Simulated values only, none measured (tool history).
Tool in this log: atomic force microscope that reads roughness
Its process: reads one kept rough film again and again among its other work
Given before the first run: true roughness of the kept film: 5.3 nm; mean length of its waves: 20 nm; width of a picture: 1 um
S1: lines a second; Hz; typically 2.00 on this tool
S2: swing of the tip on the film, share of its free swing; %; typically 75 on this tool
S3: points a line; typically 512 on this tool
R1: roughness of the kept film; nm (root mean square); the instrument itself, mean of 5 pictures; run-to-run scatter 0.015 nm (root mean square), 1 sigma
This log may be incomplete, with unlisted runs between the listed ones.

run     day    S1  S2    S3     R1
  1   0.000  2.00  75   512  3.357
  2   1.254  2.00  75   512  2.860
  3   2.033  2.00  75   512  2.652
  4   2.750  2.00  75   512  2.477
      2.858  -- new tip fitted
  5   3.642  2.00  75   512  3.147
  6   4.862  2.00  75   512  2.720
  7   5.642  2.00  75   512  2.519
      6.125  -- new tip fitted
  8   6.867  2.00  79   512  3.136
  9   7.458  2.00  79   512  2.938
 10   8.058  0.93  75   512  2.927
 11   9.075  0.93  75   512  2.624
      9.367  -- new tip fitted
 12  10.300  0.93  75   512  3.228
 13  11.533  0.93  75   512  2.799
     12.596  -- new tip fitted
 14  12.650  0.93  75   512  3.556
 15  13.479  0.61  60   269  3.195
 16  14.450  0.61  60   269  2.866
 17  15.617  1.13  79  1003  2.510
     15.867  -- new tip fitted
 18  16.921  0.97  73   260  3.143
 19  17.762  0.97  90   320  2.722
 20  18.858  0.71  90   320  2.509
     19.108  -- new tip fitted
 21  20.179  1.37  87   794  3.049
 22  21.121  1.37  70   794  2.881
     22.392  -- new tip fitted
 23  22.404  1.37  70   794  3.627
 24  23.292  2.48  59   723  3.230
 25  24.462  3.86  88   841  2.303

Estimate the outcome of run 26 from the log above:
 26  25.375  1.15  75  506   ?

R1: 2.551 nm (root mean square)
Minus the tool's unlogged condition, the same run would have read R1 3.672 nm (root mean square).

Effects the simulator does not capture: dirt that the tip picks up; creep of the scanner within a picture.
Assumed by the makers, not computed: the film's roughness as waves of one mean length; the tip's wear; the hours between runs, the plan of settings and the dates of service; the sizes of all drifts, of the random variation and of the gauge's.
